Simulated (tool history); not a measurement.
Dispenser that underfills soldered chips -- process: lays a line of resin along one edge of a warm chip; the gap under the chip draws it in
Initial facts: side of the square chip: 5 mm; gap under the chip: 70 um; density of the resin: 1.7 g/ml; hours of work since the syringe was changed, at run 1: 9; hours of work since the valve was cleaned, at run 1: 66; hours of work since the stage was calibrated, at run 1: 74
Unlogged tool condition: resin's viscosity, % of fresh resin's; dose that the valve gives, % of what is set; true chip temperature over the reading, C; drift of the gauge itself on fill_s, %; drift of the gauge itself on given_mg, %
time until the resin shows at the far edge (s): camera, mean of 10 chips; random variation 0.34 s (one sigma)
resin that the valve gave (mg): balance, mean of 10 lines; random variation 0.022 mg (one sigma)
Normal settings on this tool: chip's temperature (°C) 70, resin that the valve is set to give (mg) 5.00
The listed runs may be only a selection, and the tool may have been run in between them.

| run | day | chip's temperature (°C) | resin that the valve is set to give (mg) | hours of work since the syringe was changed | hours of work since the valve was cleaned | hours of work since the stage was calibrated | time until the resin shows at the far edge (s) | resin that the valve gave (mg) |
|---|---|---|---|---|---|---|---|---|
| 1 | 0.000 | 70 | 5.00 | 9 | 66 | 74 | 23.5 | 4.74 |
|  | 0.092 | new syringe of resin |
| 2 | 0.300 | 70 | 5.00 | 4 | 71 | 79 | 18.8 | 4.72 |
| 3 | 0.446 | 82 | 5.00 | 6 | 74 | 82 | 10.7 | 4.71 |
|  | 0.662 | new syringe of resin |
| 4 | 0.792 | 82 | 5.00 | 2 | 79 | 87 | 9.4 | 4.69 |
| 5 | 1.079 | 82 | 5.00 | 7 | 84 | 92 | 11.7 | 4.69 |
|  | 1.233 | new syringe of resin |
| 6 | 1.354 | 70 | 5.00 | 2 | 89 | 97 | 17.3 | 4.63 |
| 7 | 1.617 | 70 | 5.00 | 7 | 93 | 101 | 21.5 | 4.67 |
|  | 1.812 | new syringe of resin |
| 8 | 1.817 | 70 | 5.00 | 0 | 97 | 105 | 16.6 | 4.66 |
| 9 | 2.125 | 70 | 5.00 | 5 | 102 | 110 | 20.2 | 4.61 |
| 10 | 2.350 | 59 | 5.00 | 9 | 106 | 114 | 43.2 | 4.60 |
|  | 2.408 | new syringe of resin |
|  | 2.592 | dispensing valve cleaned and set on the balance |
| 11 | 2.704 | 59 | 5.00 | 4 | 2 | 119 | 36.3 | 5.01 |
| 12 | 2.988 | 70 | 4.46 | 9 | 7 | 124 | 23.5 | 4.44 |
|  | 3.029 | new syringe of resin |
| 13 | 3.171 | 70 | 4.46 | 2 | 10 | 127 | 17.9 | 4.43 |
| 14 | 3.433 | 70 | 5.00 | 7 | 14 | 131 | 21.0 | 4.94 |
|  | 3.617 | new syringe of resin |
| 15 | 3.721 | 70 | 5.00 | 2 | 19 | 136 | 17.7 | 4.91 |
| 16 | 3.888 | 70 | 5.00 | 5 | 22 | 139 | 19.0 | 4.93 |
| 17 | 4.150 | 70 | 5.00 | 9 | 26 | 143 | 23.7 | 4.94 |
|  | 4.204 | new syringe of resin |
| 18 | 4.504 | 70 | 5.00 | 5 | 32 | 149 | 19.7 | 4.88 |
|  | 4.775 | new syringe of resin |
| 19 | 4.867 | 65 | 5.33 | 2 | 38 | 155 | 22.8 | 5.17 |
| 20 | 5.079 | 77 | 4.95 | 5 | 42 | 159 | 14.2 | 4.77 |
| 21 | 5.325 | 69 | 6.09 | 9 | 46 | 163 | 25.0 | 5.85 |
|  | 5.358 | new syringe of resin |
| 22 | 5.654 | 74 | 5.82 | 5 | 52 | 169 | 15.7 | 5.61 |
| 23 | 5.879 | 74 | 5.82 | 9 | 56 | 172 | 18.4 | 5.60 |
|  | 5.938 | new syringe of resin |
| 24 | 6.158 | 74 | 5.82 | 4 | 60 | 177 | 15.3 | 5.51 |
| 25 | 6.388 | 56 | 6.41 | 8 | 64 | 181 | 47.4 | 6.12 |
|  | 6.533 | new syringe of resin |
| 26 | 6.600 | 85 | 4.46 | 1 | 68 | 184 | 8.2 | 4.24 |
| 27 | 6.942 | 70 | 5.23 | 7 | 73 | 190 | 20.9 | 4.92 |
|  | 7.104 | new syringe of resin |
| 28 | 7.208 | 66 | 5.00 | 2 | 78 | 195 | 21.2 | 4.71 |
| 29 | 7.508 | 63 | 6.37 | 7 | 83 | 200 | 29.9 | 6.04 |
|  | 7.683 | new syringe of resin |
| 30 | 7.688 | 63 | 6.37 | 0 | 86 | 203 | 23.2 | 6.01 |
| 31 | 7.867 | 69 | 5.07 | 3 | 89 | 206 | 19.4 | 4.75 |
| 32 | 8.062 | 69 | 5.07 | 7 | 92 | 209 | 21.2 | 4.74 |
|  | 8.267 | new syringe of resin |
| 33 | 8.383 | 56 | 5.59 | 2 | 98 | 214 | 37.3 | 5.19 |
| 34 | 8.658 | 70 | 5.37 | 7 | 102 | 219 | 21.0 | 4.99 |
|  | 8.850 | new syringe of resin |
| 35 | 8.954 | 70 | 5.37 | 2 | 107 | 224 | 17.3 | 4.93 |

Consider 4 possible next runs. They are alternatives, not a sequence: every one starts from the tool as it was left by run 35. What does each give?
|  | 9.092 | dispensing valve cleaned and set on the balance |
| A | 9.254 | 64 | 5.39 | 6 | 3 | 229 | ? | ? |
|  | 9.092 | dispensing valve cleaned and set on the balance |
| B | 9.254 | 75 | 6.21 | 6 | 3 | 229 | ? | ? |
|  | 9.092 | dispensing valve cleaned and set on the balance |
| C | 9.254 | 83 | 5.12 | 6 | 3 | 229 | ? | ? |
|  | 9.092 | dispensing valve cleaned and set on the balance |
| D | 9.254 | 70 | 5.73 | 6 | 3 | 229 | ? | ? |

| run | time until the resin shows at the far edge (s) | resin that the valve gave (mg) |
|---|---|---|
| A | 27.8 | 5.39 |
| B | 15.2 | 6.22 |
| C | 10.7 | 5.09 |
| D | 20.3 | 5.72 |
Take away the tool's hidden state, keep each run's random variation, and the runs would have read:
| run | time until the resin shows at the far edge (s) | resin that the valve gave (mg) |
|---|---|---|
| A | 23.4 | 5.38 |
| B | 12.8 | 6.21 |
| C | 9.1 | 5.08 |
| D | 17.1 | 5.71 |
